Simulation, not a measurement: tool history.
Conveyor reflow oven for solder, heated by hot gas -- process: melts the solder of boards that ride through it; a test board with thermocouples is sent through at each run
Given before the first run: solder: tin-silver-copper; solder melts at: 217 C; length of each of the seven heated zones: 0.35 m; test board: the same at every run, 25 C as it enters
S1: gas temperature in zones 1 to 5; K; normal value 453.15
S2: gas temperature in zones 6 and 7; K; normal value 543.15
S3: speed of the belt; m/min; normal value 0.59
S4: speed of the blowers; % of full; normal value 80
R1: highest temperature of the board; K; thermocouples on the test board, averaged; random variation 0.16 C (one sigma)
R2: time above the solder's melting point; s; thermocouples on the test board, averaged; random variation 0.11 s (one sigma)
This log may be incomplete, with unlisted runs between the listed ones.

| run | day | S1 | S2 | S3 | S4 | R1 | R2 |
|---|---|---|---|---|---|---|---|
| 1 | 0 | 453.15 | 543.15 | 0.59 | 80 | 528.85 | 57.8 |
| 2 | 1.208 | 453.15 | 543.15 | 0.59 | 63 | 524.75 | 54.5 |
| 3 | 2.183 | 453.15 | 543.15 | 0.59 | 63 | 524.95 | 54.6 |
| 4 | 3.183 | 453.15 | 543.15 | 0.59 | 80 | 528.55 | 57.4 |
| 5 | 4.546 | 448.15 | 543.15 | 0.59 | 80 | 527.75 | 55.2 |
| 6 | 5.688 | 453.15 | 543.15 | 0.59 | 57 | 523.05 | 52.6 |
| 7 | 6.558 | 453.15 | 543.15 | 0.59 | 80 | 528.45 | 57.5 |
| 8 | 7.471 | 453.15 | 543.15 | 0.59 | 80 | 528.45 | 57.2 |
| 9 | 8.783 | 453.15 | 543.15 | 0.619 | 80 | 526.55 | 53.3 |
| 10 | 9.883 | 453.15 | 543.15 | 0.59 | 60 | 523.65 | 53.5 |
| 11 | 10.754 | 453.15 | 543.15 | 0.612 | 80 | 527.05 | 54.2 |
| 12 | 11.983 | 453.15 | 544.15 | 0.59 | 80 | 528.95 | 57.8 |
|  | 12.85 | belt drive overhauled, speed set with a stopwatch |
| 13 | 13.608 | 453.15 | 544.15 | 0.59 | 80 | 528.75 | 57 |
| 14 | 14.3 | 453.15 | 544.15 | 0.614 | 80 | 527.05 | 53.6 |
| 15 | 15.588 | 440.15 | 544.15 | 0.614 | 80 | 524.55 | 47.5 |
| 16 | 16.467 | 453.15 | 550.15 | 0.59 | 61 | 529.55 | 56.5 |
| 17 | 17.188 | 442.15 | 543.15 | 0.59 | 75 | 524.65 | 50.3 |
| 18 | 18.125 | 442.15 | 543.15 | 0.59 | 80 | 525.55 | 51.3 |
| 19 | 18.758 | 442.15 | 549.15 | 0.612 | 70 | 527.05 | 49.7 |
| 20 | 19.979 | 462.15 | 549.15 | 0.59 | 80 | 533.95 | 63.4 |
| 21 | 21.421 | 439.15 | 535.15 | 0.59 | 80 | 518.05 | 44.7 |
| 22 | 22.421 | 453.15 | 543.15 | 0.493 | 52 | 527.55 | 67.3 |
| 23 | 23.65 | 449.15 | 544.15 | 0.61 | 71 | 524.55 | 50.4 |
| 24 | 24.562 | 465.15 | 533.15 | 0.505 | 71 | 523.55 | 70 |
| 25 | 25.775 | 468.15 | 552.15 | 0.505 | 79 | 541.55 | 81.2 |

Hidden state or all else? Some run-to-run changes of R1, split into what the settings, what came in and random variation would give without the hidden state, and what is left for the hidden state (with any gauge scatter that isn't in both results):
The tool's hidden condition here consists of: heat that the gas passes to the board, % of a clean oven's; belt's true speed, % of the reading; true gas temperature in zones 6 and 7 over the reading, C; drift of the gauge itself on peak_c, C; drift of the gauge itself on liquid_s, %.
Run 20 -> 21: S1 462.15 -> 439.15, S2 549.15 -> 535.15. R1 -15.9 K: hidden state -0.2, all else -15.7.
Run 22 -> 23: S1 453.15 -> 449.15, S2 543.15 -> 544.15, S3 0.493 -> 0.61, S4 52 -> 71. R1 -3 K: hidden state -0.7, all else -2.3.
Run 23 -> 24: S1 449.15 -> 465.15, S2 544.15 -> 533.15, S3 0.61 -> 0.505. R1 -1 K: hidden state +0.9, all else -1.9.
Run 24 -> 25: S1 465.15 -> 468.15, S2 533.15 -> 552.15, S4 71 -> 79. R1 +18 K: hidden state -0.2, all else +18.2.

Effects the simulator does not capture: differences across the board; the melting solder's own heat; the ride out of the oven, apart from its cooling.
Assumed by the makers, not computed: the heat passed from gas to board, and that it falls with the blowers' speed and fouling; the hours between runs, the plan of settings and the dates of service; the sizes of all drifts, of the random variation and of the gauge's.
